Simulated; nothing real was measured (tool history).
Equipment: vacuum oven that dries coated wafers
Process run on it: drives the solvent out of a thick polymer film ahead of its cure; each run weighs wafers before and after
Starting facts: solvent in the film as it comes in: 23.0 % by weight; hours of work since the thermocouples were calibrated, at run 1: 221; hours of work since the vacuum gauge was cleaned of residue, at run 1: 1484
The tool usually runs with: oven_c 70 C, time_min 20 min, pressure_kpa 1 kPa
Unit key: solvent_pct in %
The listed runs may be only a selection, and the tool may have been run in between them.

run    hour  oven_c  time_min  pressure_kpa  hours of work since the thermocouples were calibrated  hours of work since the vacuum gauge was cleaned of residue  solvent_pct
  1       0      70        20             1                                                    221                                                         1484         2.19
  2      55      70        20             1                                                    253                                                         1516         2.28
  3   117.9      70        20             1                                                    289                                                         1552         2.21
  4   171.3      70        20             1                                                    320                                                         1582         2.19
  5     204      70        20             1                                                    338                                                         1601         2.21
  6   266.7      70        20             1                                                    374                                                         1637         2.23
  7   331.2      56        20             1                                                    411                                                         1674         6.82
  8   368.2      56        20             1                                                    433                                                         1695         6.87
  9   398.1      56        20             1                                                    450                                                         1713         6.83
 10   456.9      56        20             1                                                    484                                                         1746          6.8
 11   504.4      56        20             1                                                    511                                                         1774         6.88
 12   544.3      58        20             1                                                    534                                                         1797         6.03
 13   610.2      58        20             1                                                    572                                                         1834         5.96
 14   679.2      70        20             1                                                    611                                                         1874         2.22
 15   716.2      70        20          0.52                                                    632                                                         1895         1.81
 16   753.5      70        20          0.52                                                    654                                                         1917         1.82
 17   819.3      70        20          0.52                                                    692                                                         1955         1.81
 18   882.7      70        20          0.52                                                    728                                                         1991         1.82
 19   951.6      70        20          0.52                                                    768                                                         2031         1.79
      959.4  -- oven's thermocouples calibrated
 20  1012.9      70        20          0.52                                                     31                                                         2065         1.77
 21  1047.9      70        27             1                                                     51                                                         2085          1.4
 22  1107.8      70        11             1                                                     85                                                         2119         5.09
 23  1155.5      70        11             1                                                    113                                                         2146         5.12
 24  1222.8      69        16          0.63                                                    151                                                         2185         3.14
 25  1266.9      70        23          0.61                                                    177                                                         2210         1.48
 26  1304.2      70        13             1                                                    198                                                         2232         4.15
 27  1352.8      70        13          2.23                                                    226                                                         2260         5.07
 28  1387.4      70        13          2.23                                                    246                                                         2280         5.12
 29  1441.6      67        12             1                                                    277                                                         2311         5.74
 30    1473      67        12             1                                                    295                                                         2329         5.72
 31  1518.5      67        12             1                                                    321                                                         2355         5.78
 32  1586.6      67        12             1                                                    360                                                         2394         5.75
 33  1621.9      59        11          2.36                                                    380                                                         2414        10.43
 34  1671.2      59        11          2.36                                                    409                                                         2443        10.48
 35  1708.2      58        14             1                                                    430                                                         2464         8.34
 36  1765.5      70        29          0.75                                                    463                                                         2497          1.1
 37  1803.4      69        20          3.71                                                    485                                                         2518         4.73
 38  1846.2      57        35             1                                                    509                                                         2543          3.4
 39  1883.1      72        12             1                                                    530                                                         2564         4.05
 40  1926.7      56        16          2.91                                                    555                                                         2589        10.31
 41  1963.5      62        20             1                                                    577                                                         2610         4.57
 42  1992.8      62        12          3.42                                                    593                                                         2627         9.71
 43  2038.2      71        17          2.13                                                    620                                                         2653         3.44
 44  2067.4      60        25          2.46                                                    636                                                         2670         5.76
 45  2101.1      60        25          2.46                                                    656                                                         2689         5.84
     2131.4  -- vacuum gauge cleaned of residue and calibrated
 46  2154.6      69        16          1.67                                                    685                                                           13          3.9

Take each entry between the runs: how does the hidden state at the last listed run before it differ from the hidden state at the first listed run after it?
Run 19 -> run 20: oven's thermocouples calibrated (hour 959.4)
  true wafer temperature over the reading, C: -0.04 -> -0.02
Run 45 -> run 46: vacuum gauge cleaned of residue and calibrated (hour 2131.4)
  true pressure over the reading, kPa: 0.008 -> 0
